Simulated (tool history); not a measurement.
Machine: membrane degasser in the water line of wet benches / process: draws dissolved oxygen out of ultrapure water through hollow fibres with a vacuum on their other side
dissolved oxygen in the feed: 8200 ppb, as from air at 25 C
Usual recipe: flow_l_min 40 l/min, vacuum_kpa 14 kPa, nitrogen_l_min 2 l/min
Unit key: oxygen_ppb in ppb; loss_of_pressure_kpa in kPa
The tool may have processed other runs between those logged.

Run 1, day 0: usual settings. Result: oxygen_ppb 592.4 ppb, loss_of_pressure_kpa 33.79 kPa.
Run 2, day 6.104: usual settings. Result: oxygen_ppb 599.8 ppb, loss_of_pressure_kpa 34.19 kPa.
Run 3, day 10.662: usual settings but nitrogen_l_min 3.25 l/min. Result: oxygen_ppb 441.2 ppb, loss_of_pressure_kpa 34.41 kPa.
Run 4, day 14.45: usual settings but flow_l_min 37 l/min. Result: oxygen_ppb 548.9 ppb, loss_of_pressure_kpa 31.31 kPa.
Run 5, day 21.479: usual settings but flow_l_min 37 l/min, vacuum_kpa 11.1 kPa. Result: oxygen_ppb 436.1 ppb, loss_of_pressure_kpa 31.65 kPa.
Run 6, day 29.262: usual settings. Result: oxygen_ppb 591.4 ppb, loss_of_pressure_kpa 34.24 kPa.
Run 7, day 35.083: usual settings but vacuum_kpa 18.8 kPa. Result: oxygen_ppb 778 ppb, loss_of_pressure_kpa 34.21 kPa.
Run 8, day 42.838: usual settings but vacuum_kpa 18.8 kPa. Result: oxygen_ppb 781.6 ppb, loss_of_pressure_kpa 34.19 kPa.
Run 9, day 49.771: usual settings. Result: oxygen_ppb 593.8 ppb, loss_of_pressure_kpa 34.06 kPa.
Run 10, day 56.492: usual settings. Result: oxygen_ppb 602.4 ppb, loss_of_pressure_kpa 34.41 kPa.
Run 11, day 63.112: usual settings but nitrogen_l_min 3.81 l/min. Result: oxygen_ppb 406 ppb, loss_of_pressure_kpa 34.25 kPa.
Run 12, day 71.067: usual settings but nitrogen_l_min 1.08 l/min. Result: oxygen_ppb 887.1 ppb, loss_of_pressure_kpa 34.26 kPa.
Run 13, day 78.379: usual settings but nitrogen_l_min 1.08 l/min. Result: oxygen_ppb 889.1 ppb, loss_of_pressure_kpa 34.03 kPa.
Run 14, day 83.442: usual settings but nitrogen_l_min 1.08 l/min. Result: oxygen_ppb 888.9 ppb, loss_of_pressure_kpa 34.52 kPa.
Run 15, day 90.875: usual settings but nitrogen_l_min 1.08 l/min. Result: oxygen_ppb 893.8 ppb, loss_of_pressure_kpa 34.49 kPa.
Run 16, day 96.854: usual settings but nitrogen_l_min 1.08 l/min. Result: oxygen_ppb 891.9 ppb, loss_of_pressure_kpa 34.24 kPa.
Run 17, day 104.483: usual settings but nitrogen_l_min 1.08 l/min. Result: oxygen_ppb 895.2 ppb, loss_of_pressure_kpa 34.27 kPa.
Run 18, day 109.767: usual settings but flow_l_min 46 l/min, vacuum_kpa 27.5 kPa. Result: oxygen_ppb 1257.1 ppb, loss_of_pressure_kpa 39.39 kPa.
Run 19, day 116.717: usual settings but vacuum_kpa 26.3 kPa, nitrogen_l_min 5.58 l/min. Result: oxygen_ppb 525.9 ppb, loss_of_pressure_kpa 34.22 kPa.
At day 117.358: vacuum gauge calibrated.
Run 20, day 121.742: usual settings but vacuum_kpa 9.3 kPa, nitrogen_l_min 5.4 l/min. Result: oxygen_ppb 264 ppb, loss_of_pressure_kpa 34.69 kPa.
Run 21, day 129.683: usual settings but flow_l_min 48 l/min, vacuum_kpa 14.6 kPa, nitrogen_l_min 5.4 l/min. Result: oxygen_ppb 455.7 ppb, loss_of_pressure_kpa 41.12 kPa.
Run 22, day 137.046: usual settings but vacuum_kpa 15.3 kPa. Result: oxygen_ppb 655.3 ppb, loss_of_pressure_kpa 34.64 kPa.
Run 23, day 143.6: usual settings but flow_l_min 38 l/min, nitrogen_l_min 5.76 l/min. Result: oxygen_ppb 308.1 ppb, loss_of_pressure_kpa 32.7 kPa.
Run 24, day 151.258: usual settings but flow_l_min 32 l/min, vacuum_kpa 31.4 kPa, nitrogen_l_min 2.6 l/min. Result: oxygen_ppb 832.8 ppb, loss_of_pressure_kpa 27.32 kPa.
Run 25, day 155.05: usual settings but vacuum_kpa 17.7 kPa, nitrogen_l_min 1.67 l/min. Result: oxygen_ppb 853.3 ppb, loss_of_pressure_kpa 34.72 kPa.
At day 161.858: vacuum gauge calibrated, once more.
Run 26, day 161.858: usual settings but flow_l_min 29 l/min, vacuum_kpa 30.1 kPa. Result: oxygen_ppb 895.2 ppb, loss_of_pressure_kpa 25.05 kPa.
Run 27, day 169.033: usual settings but flow_l_min 39 l/min, vacuum_kpa 13.7 kPa, nitrogen_l_min 3.68 l/min. Result: oxygen_ppb 398.9 ppb, loss_of_pressure_kpa 33.95 kPa.
Run 28, day 174.3: usual settings but flow_l_min 39 l/min, vacuum_kpa 13.7 kPa, nitrogen_l_min 4.72 l/min. Result: oxygen_ppb 347.2 ppb, loss_of_pressure_kpa 33.78 kPa.
Run 29, day 182.208: usual settings but flow_l_min 39 l/min, vacuum_kpa 13.7 kPa, nitrogen_l_min 1.14 l/min. Result: oxygen_ppb 816.7 ppb, loss_of_pressure_kpa 34.02 kPa.
Run 30, day 186.371: usual settings but flow_l_min 39 l/min, vacuum_kpa 13.7 kPa, nitrogen_l_min 1.14 l/min. Result: oxygen_ppb 841.5 ppb, loss_of_pressure_kpa 33.61 kPa.
Run 31, day 193.15: usual settings but flow_l_min 62 l/min, vacuum_kpa 32 kPa, nitrogen_l_min 1.4 l/min. Result: oxygen_ppb 2244.3 ppb, loss_of_pressure_kpa 53.14 kPa.

Below are 5 alternative next runs, each starting from the tool's condition after run 31. Predict each:
Run A, day 198.471: usual settings but flow_l_min 62 l/min, vacuum_kpa 9 kPa, nitrogen_l_min 1.24 l/min. Result: oxygen_ppb ?, loss_of_pressure_kpa ?.
Run B, day 198.471: usual settings but flow_l_min 42 l/min, vacuum_kpa 32.4 kPa, nitrogen_l_min 3.32 l/min. Result: oxygen_ppb ?, loss_of_pressure_kpa ?.
Run C, day 198.471: usual settings but flow_l_min 36 l/min, vacuum_kpa 13.1 kPa, nitrogen_l_min 1.4 l/min. Result: oxygen_ppb ?, loss_of_pressure_kpa ?.
Run D, day 198.471: usual settings but flow_l_min 63 l/min, vacuum_kpa 32 kPa, nitrogen_l_min 2.12 l/min. Result: oxygen_ppb ?, loss_of_pressure_kpa ?.
Run E, day 198.471: usual settings but flow_l_min 61 l/min. Result: oxygen_ppb ?, loss_of_pressure_kpa ?.

run  oxygen_ppb  loss_of_pressure_kpa
  A       865.7                 53.71
  B       936.5                 36.57
  C       640.3                 31.36
  D      1770.7                  54.4
  E       953.7                 53.26
Stripped of hidden state, with their random variation kept, the same runs would have yielded:
run  oxygen_ppb  loss_of_pressure_kpa
  A       831.8                 52.05
  B       915.5                 35.44
  C         623                 30.38
  D      1742.8                 52.71
  E       921.9                 51.61

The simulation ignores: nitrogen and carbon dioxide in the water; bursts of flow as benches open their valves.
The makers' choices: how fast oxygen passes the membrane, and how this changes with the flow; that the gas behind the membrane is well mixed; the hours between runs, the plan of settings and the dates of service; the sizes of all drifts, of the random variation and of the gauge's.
